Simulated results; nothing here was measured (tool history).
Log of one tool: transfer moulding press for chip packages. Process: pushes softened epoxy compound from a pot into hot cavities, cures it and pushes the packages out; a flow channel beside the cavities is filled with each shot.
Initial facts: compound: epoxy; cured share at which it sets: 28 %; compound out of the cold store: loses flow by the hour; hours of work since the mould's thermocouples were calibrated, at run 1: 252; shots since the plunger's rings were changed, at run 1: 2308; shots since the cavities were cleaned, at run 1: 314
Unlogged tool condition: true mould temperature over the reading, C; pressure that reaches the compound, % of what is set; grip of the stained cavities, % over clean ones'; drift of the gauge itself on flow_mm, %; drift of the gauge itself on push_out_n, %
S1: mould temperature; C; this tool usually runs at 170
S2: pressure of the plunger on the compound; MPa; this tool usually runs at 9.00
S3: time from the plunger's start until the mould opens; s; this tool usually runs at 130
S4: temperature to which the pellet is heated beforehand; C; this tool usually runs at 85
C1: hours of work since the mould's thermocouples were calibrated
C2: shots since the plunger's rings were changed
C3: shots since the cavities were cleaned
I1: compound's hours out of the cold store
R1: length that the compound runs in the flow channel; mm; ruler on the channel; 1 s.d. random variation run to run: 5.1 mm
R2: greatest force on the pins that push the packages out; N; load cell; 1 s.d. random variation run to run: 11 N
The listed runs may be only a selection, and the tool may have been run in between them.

run,hour,S1,S2,S3,S4,C1,C2,C3,I1,R1,R2
1,0.0,170,9.00,130,85,252,2308,314,17.3,843,845
2,8.3,170,9.00,130,85,256,2372,378,46.0,699,832
3,15.8,170,9.00,143,85,260,2430,436,17.4,854,809
4,22.7,170,9.00,143,85,264,2483,489,36.0,750,838
5,30.5,170,9.00,143,85,268,2543,549,17.3,839,878
6,37.9,170,9.00,130,85,272,2600,606,15.6,852,975
7,47.3,170,9.00,130,85,277,2672,678,46.1,699,975
8,52.7,170,9.00,130,85,280,2714,720,43.6,714,989
9,58.4,170,9.00,130,85,283,2758,764,10.7,882,1066
10,66.8,173,9.00,140,84,288,2823,829,41.2,714,907
# hour 69.2: cavities cleaned with cleaning compound and waxed
11,72.4,173,9.00,140,84,290,2854,25,34.8,741,1093
12,81.3,167,9.00,138,85,295,2923,94,34.0,766,1295
13,89.6,170,7.99,136,80,300,2987,158,17.1,794,1210
# hour 95.5: mould's thermocouples calibrated
14,95.8,170,9.18,117,82,0,3019,190,31.2,778,1490
# hour 103.0: cavities cleaned with cleaning compound and waxed, once more
15,105.2,166,7.19,149,90,4,3080,17,20.2,743,589

The next listed run, before its measurement:
16,113.9,166,7.19,149,90,9,3147,84,16.0,?,?

R1: 763 mm
R2: 654 N
Had the tool carried no hidden state, the very same run would have given R1 784 mm, R2 540 N.

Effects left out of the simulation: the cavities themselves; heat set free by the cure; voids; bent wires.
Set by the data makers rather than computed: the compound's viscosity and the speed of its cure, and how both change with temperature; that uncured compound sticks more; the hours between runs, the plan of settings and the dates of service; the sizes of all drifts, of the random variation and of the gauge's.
